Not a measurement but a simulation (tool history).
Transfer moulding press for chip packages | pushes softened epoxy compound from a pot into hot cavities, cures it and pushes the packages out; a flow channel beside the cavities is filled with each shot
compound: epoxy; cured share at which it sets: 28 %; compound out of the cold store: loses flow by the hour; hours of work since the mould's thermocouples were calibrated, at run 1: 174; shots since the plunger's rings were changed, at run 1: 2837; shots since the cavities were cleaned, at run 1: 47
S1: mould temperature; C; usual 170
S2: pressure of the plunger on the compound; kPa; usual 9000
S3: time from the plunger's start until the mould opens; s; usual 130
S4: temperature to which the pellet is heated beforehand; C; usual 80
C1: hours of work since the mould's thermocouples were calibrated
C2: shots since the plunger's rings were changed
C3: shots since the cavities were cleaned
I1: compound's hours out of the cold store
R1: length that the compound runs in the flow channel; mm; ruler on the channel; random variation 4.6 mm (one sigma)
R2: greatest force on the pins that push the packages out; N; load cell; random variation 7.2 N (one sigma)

run	hour	S1	S2	S3	S4	C1	C2	C3	I1	R1	R2
1	0.0	170	9000	130	80	174	2837	47	29.0	689	290
# hour 25.1: plunger's sealing rings changed
2	34.3	170	9000	130	80	192	81	328	14.7	770	297
# hour 79.2: cavities cleaned with cleaning compound and waxed
3	89.7	170	9000	130	80	223	558	93	16.9	758	301
4	124.0	170	9000	130	80	243	861	396	20.0	734	303
# hour 159.9: cavities cleaned with cleaning compound and waxed
5	163.0	170	9000	130	80	265	1192	27	41.7	632	289
6	213.5	170	9000	130	80	294	1639	474	38.7	653	293
# hour 242.7: cavities cleaned with cleaning compound and waxed
7	251.6	170	9000	130	80	315	1963	79	39.4	647	289
8	282.2	170	9000	130	80	332	2233	349	47.5	610	300
# hour 323.7: cavities cleaned with cleaning compound and waxed
9	327.3	170	9000	130	80	358	2619	32	33.1	680	287
10	357.0	170	9000	130	80	375	2881	294	12.0	786	302
# hour 376.6: plunger's sealing rings changed
11	395.8	170	9000	130	80	396	170	615	31.7	688	295
# hour 410.5: cavities cleaned with cleaning compound and waxed
12	444.8	170	9000	130	78	423	590	303	15.6	763	294
13	485.4	170	9000	130	78	447	949	662	38.3	649	301
# hour 491.5: cavities cleaned with cleaning compound and waxed
# hour 526.8: mould's thermocouples calibrated
14	541.8	170	9000	130	80	9	1416	427	20.1	732	291
# hour 577.2: cavities cleaned with cleaning compound and waxed
15	591.1	170	9000	130	80	36	1839	123	32.2	674	291
16	633.4	170	9000	130	80	61	2213	497	43.3	635	277
# hour 657.6: cavities cleaned with cleaning compound and waxed
17	661.5	170	9000	130	80	76	2448	34	8.9	803	307
18	715.3	170	9000	130	80	107	2924	510	44.9	619	279
# hour 730.3: plunger's sealing rings changed
# hour 744.4: cavities cleaned with cleaning compound and waxed
19	765.3	170	8840	130	77	134	297	185	27.1	694	290
20	803.5	170	8840	130	77	156	635	523	21.7	731	289
# hour 826.5: cavities cleaned with cleaning compound and waxed
21	848.0	170	9000	130	77	180	1014	189	14.2	766	302
22	889.1	168	6980	130	76	204	1378	553	41.1	566	330
# hour 909.9: cavities cleaned with cleaning compound and waxed
23	936.5	168	6980	130	76	231	1784	235	33.7	600	314
24	976.9	175	9000	155	85	254	2141	592	30.4	664	251

Forecast run 25:
# hour 992.3: cavities cleaned with cleaning compound and waxed
25	1016.1	175	9000	155	85	276	2474	211	10.2	?	?

R1: 765 mm
R2: 254 N
Without the tool's hidden state the same run would have given R1 765 mm, R2 253 N.
